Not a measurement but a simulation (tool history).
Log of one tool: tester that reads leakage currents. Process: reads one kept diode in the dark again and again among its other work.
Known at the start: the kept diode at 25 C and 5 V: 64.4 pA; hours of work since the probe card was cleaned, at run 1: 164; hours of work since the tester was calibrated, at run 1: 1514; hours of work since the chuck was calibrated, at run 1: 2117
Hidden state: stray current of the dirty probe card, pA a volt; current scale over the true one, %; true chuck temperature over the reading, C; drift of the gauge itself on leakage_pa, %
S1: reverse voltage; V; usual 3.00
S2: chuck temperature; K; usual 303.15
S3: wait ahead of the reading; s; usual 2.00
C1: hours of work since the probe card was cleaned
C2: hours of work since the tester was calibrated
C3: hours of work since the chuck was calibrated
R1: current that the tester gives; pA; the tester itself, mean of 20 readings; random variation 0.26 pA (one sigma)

run    hour     S1      S2    S3    C1    C2    C3      R1
  1     0.0   3.00  303.15  2.00   164  1514  2117   91.78
  2    81.7   3.00  303.15  2.10   224  1574  2177   91.97
  3   203.6   3.00  303.15  3.26   314  1664  2267   92.12
  4   323.3   3.00  303.15  3.26   403  1752  2356   93.10
      444.5  -- chuck's temperature calibrated
  5   451.4   3.00  303.15  2.00   496  1846     5   86.67
  6   520.8   3.00  303.15  2.00   547  1897    56   86.91
  7   663.0   3.00  303.15  2.00   652  2002   161   88.05
  8   759.2   3.00  303.15  2.00   723  2073   232   88.24
  9   897.1   3.00  295.15  2.00   825  2175   334   44.09
 10  1000.8   3.00  312.15  2.00   901  2251   411  190.19
 11  1109.7   3.00  312.15  2.00   982  2332   491  190.83
 12  1232.1   3.00  303.15  1.10  1072  2422   582   90.20
 13  1374.8   3.00  303.15  1.10  1178  2527   687   90.35
 14  1471.0   3.00  303.15  1.10  1249  2598   758   90.95
 15  1554.4  11.61  303.15  2.00  1310  2660   820  151.88
 16  1617.9  11.61  303.15  2.00  1357  2707   867  152.37
 17  1698.4  11.61  303.15  2.00  1417  2767   926  153.71
 18  1786.0  11.61  303.15  2.00  1481  2831   991  155.37
     1815.9  -- probe card cleaned and baked
 19  1928.4   3.00  303.15  2.00    83  2934  1094   87.87
 20  1991.0   3.00  294.15  9.50   129  2980  1140   38.68
 21  2083.9   2.46  323.15  5.21   198  3049  1209  434.23
     2139.7  -- tester calibrated
 22  2235.1   2.46  323.15  5.21   308    70  1319  446.86
 23  2326.4   2.62  306.15  0.82   375   138  1386  114.57
 24  2432.8  16.08  305.15  2.08   454   217  1465  196.51
 25  2560.5   6.00  303.15  2.01   548   311  1559  117.78
 26  2668.1   6.00  303.15  2.01   628   390  1639  118.42
 27  2753.6  18.91  321.15  3.99   691   453  1702  761.64
 28  2823.0   3.69  321.15  0.37   742   505  1753  444.72
 29  2958.8   3.00  308.15  5.57   843   605  1853  144.55
 30  3072.7   3.00  301.15  2.00   927   689  1937   80.19
 31  3153.3   3.00  301.15  2.00   986   749  1997   80.32
 32  3219.1   2.34  294.15  2.71  1035   797  2045   39.92
 33  3327.8   2.34  294.15  2.71  1115   877  2126   40.44
 34  3471.0   2.34  294.15  2.71  1221   983  2231   40.75
 35  3536.5   4.81  294.15  6.67  1269  1032  2280   54.29
 36  3605.3   5.04  303.15  2.00  1320  1082  2331  117.24
 37  3674.2   1.33  307.15  0.33  1371  1133  2381  103.83
     3765.7  -- chuck's temperature calibrated
 38  3803.2   1.33  307.15  0.33  1465  1227    28   96.47

Forecast each of these 5 alternatives for the next run:
     3852.4  -- probe card cleaned and baked
  A  3914.1  1.33  304.15  0.33  46  1307  107   ?
     3852.4  -- probe card cleaned and baked
  B  3914.1  1.90  303.15  0.62  46  1307  107   ?
     3852.4  -- probe card cleaned and baked
  C  3914.1  1.33  308.15  0.33  46  1307  107   ?
     3852.4  -- probe card cleaned and baked
  D  3914.1  5.25  322.15  0.33  46  1307  107   ?
     3852.4  -- probe card cleaned and baked
  E  3914.1  3.43  327.15  0.33  46  1307  107   ?

run      R1
  A   72.61
  B   74.39
  C  102.55
  D  506.77
  E  648.42
Without the tool's hidden state the same runs would have given:
run      R1
  A   73.01
  B   74.77
  C  103.15
  D  509.96
  E  652.75
